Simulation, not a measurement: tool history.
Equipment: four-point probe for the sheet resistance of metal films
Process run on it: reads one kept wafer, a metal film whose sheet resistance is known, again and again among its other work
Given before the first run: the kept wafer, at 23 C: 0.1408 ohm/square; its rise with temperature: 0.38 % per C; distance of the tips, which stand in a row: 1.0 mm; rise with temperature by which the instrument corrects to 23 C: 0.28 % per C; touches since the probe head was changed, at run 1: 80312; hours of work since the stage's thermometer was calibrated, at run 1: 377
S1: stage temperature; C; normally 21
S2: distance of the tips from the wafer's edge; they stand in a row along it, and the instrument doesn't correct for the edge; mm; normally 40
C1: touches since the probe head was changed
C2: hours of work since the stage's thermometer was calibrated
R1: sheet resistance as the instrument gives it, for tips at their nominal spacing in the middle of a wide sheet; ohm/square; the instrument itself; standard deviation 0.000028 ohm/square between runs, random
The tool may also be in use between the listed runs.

| run | hour | S1 | S2 | C1 | C2 | R1 |
|---|---|---|---|---|---|---|
| 1 | 0 | 21 | 40 | 80312 | 377 | 0.14052 |
| 2 | 50.2 | 21 | 40 | 82491 | 413 | 0.140555 |
| 3 | 77.3 | 21 | 40 | 83668 | 432 | 0.140596 |
| 4 | 130.8 | 21 | 40 | 85992 | 469 | 0.140519 |
| 5 | 173.3 | 21 | 40 | 87837 | 499 | 0.140625 |
| 6 | 214.4 | 19 | 40 | 89620 | 528 | 0.14026 |
| 7 | 252.4 | 21 | 40 | 91270 | 555 | 0.140631 |
| 8 | 305.6 | 21 | 40 | 93581 | 592 | 0.140586 |
| 9 | 346.7 | 21 | 40 | 95365 | 621 | 0.140678 |
| 10 | 384.1 | 21 | 40 | 96990 | 648 | 0.140621 |
| 11 | 416.1 | 25 | 40 | 98380 | 670 | 0.141298 |
| 12 | 454.7 | 30 | 40 | 100056 | 697 | 0.142019 |
| 13 | 480.4 | 30 | 40 | 101170 | 716 | 0.142051 |
| 14 | 526.7 | 30 | 40 | 103182 | 748 | 0.142061 |
| 15 | 575.6 | 21 | 40 | 105305 | 783 | 0.140686 |
| 16 | 613.8 | 21 | 40 | 106966 | 810 | 0.140721 |
| 17 | 642.7 | 19 | 35 | 108220 | 830 | 0.140439 |
| 18 | 681.7 | 34 | 38 | 109911 | 857 | 0.142606 |
| 19 | 725.5 | 22 | 20 | 111813 | 888 | 0.141081 |
| 20 | 774.7 | 28 | 8 | 113948 | 923 | 0.142901 |
| 21 | 813.6 | 28 | 4 | 115639 | 950 | 0.146383 |
| 22 | 852.5 | 28 | 4 | 117329 | 978 | 0.146382 |
| 23 | 898.4 | 33 | 48 | 119322 | 1010 | 0.142584 |
| 24 | 922.9 | 18 | 41 | 120385 | 1027 | 0.140351 |
| 25 | 961.8 | 18 | 41 | 122073 | 1054 | 0.140397 |
| 26 | 1008.5 | 18 | 41 | 124102 | 1087 | 0.140454 |
| 27 | 1061.6 | 25 | 3 | 126406 | 1125 | 0.149399 |
| 28 | 1103.2 | 18 | 26 | 128214 | 1154 | 0.140484 |
| 29 | 1131 | 32 | 6 | 129423 | 1174 | 0.144611 |
| 30 | 1160.8 | 18 | 5 | 130713 | 1195 | 0.143422 |
| 31 | 1194.4 | 21 | 55 | 132175 | 1218 | 0.140938 |
| 32 | 1236.5 | 30 | 6 | 134003 | 1248 | 0.144327 |

Consider 4 possible next runs. They are alternatives, not a sequence: every one starts from the tool as it was left by run 32. What does each give?
| A | 1269.2 | 29 | 14 | 135421 | 1271 | ? |
| B | 1269.2 | 30 | 4 | 135421 | 1271 | ? |
| C | 1269.2 | 30 | 7 | 135421 | 1271 | ? |
| D | 1269.2 | 34 | 38 | 135421 | 1271 | ? |

| run | R1 |
|---|---|
| A | 0.142449 |
| B | 0.146851 |
| C | 0.143811 |
| D | 0.14287 |
The same runs, with their run-to-run variation unchanged, on a tool lacking any hidden condition would have given:
| run | R1 |
|---|---|
| A | 0.142033 |
| B | 0.146424 |
| C | 0.143391 |
| D | 0.142455 |

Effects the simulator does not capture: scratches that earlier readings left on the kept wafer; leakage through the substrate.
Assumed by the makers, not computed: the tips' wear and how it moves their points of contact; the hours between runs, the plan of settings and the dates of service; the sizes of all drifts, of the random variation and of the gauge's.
